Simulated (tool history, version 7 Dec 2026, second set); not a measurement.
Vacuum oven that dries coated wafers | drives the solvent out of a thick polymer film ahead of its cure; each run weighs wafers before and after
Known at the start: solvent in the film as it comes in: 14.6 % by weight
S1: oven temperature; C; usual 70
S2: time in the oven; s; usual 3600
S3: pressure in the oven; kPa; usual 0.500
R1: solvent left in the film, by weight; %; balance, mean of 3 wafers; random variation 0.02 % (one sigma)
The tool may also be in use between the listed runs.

run   hour  S1    S2     S3    R1
  1    0.0  70  3600  0.500  1.18
  2   21.6  70  3600  0.500  1.16
  3   31.7  71  3600  0.500  0.99
  4   51.2  70  3600  0.532  1.19
  5   64.5  70  3600  0.532  1.24
      86.4  -- oven's thermocouples calibrated
  6   88.0  70  3600  0.500  1.21
  7  105.4  70  3600  0.500  1.18
  8  116.4  70  3600  0.500  1.18
  9  136.1  70  3600  0.500  1.17
 10  156.6  70  3600  0.500  1.17
 11  178.0  70  3600  0.500  1.16
 12  192.0  70  3600  0.500  1.18
 13  209.6  70  3600  0.520  1.15
 14  219.0  70  3600  0.520  1.21
 15  240.1  77  2040  1.467  1.62
 16  260.2  77  2040  1.467  1.60
 17  279.1  69  3480  0.336  1.39
 18  288.3  69  3600  1.940  2.00
 19  309.1  56  4680  1.222  4.57
 20  321.5  56  4680  1.222  4.59
 21  335.8  76  5820  1.042  0.42
 22  345.3  84  2040  1.042  0.55
 23  361.3  59  2520  0.563  5.81
 24  371.4  56  3240  0.500  5.68
 25  387.2  58  3180  0.500  5.04
 26  401.5  83  4080  0.500  0.15

Forecast each of these 5 alternatives for the next run:
  A  421.5  71  4080  0.451   ?
  B  421.5  70  3600  0.500   ?
  C  421.5  83  2640  0.500   ?
  D  421.5  82  3180  0.253   ?
  E  421.5  70  3600  1.097   ?

run    R1
  A  0.75
  B  1.20
  C  0.27
  D  0.15
  E  1.49
Without the tool's hidden state the same runs would have given:
run    R1
  A  0.76
  B  1.21
  C  0.27
  D  0.15
  E  1.50
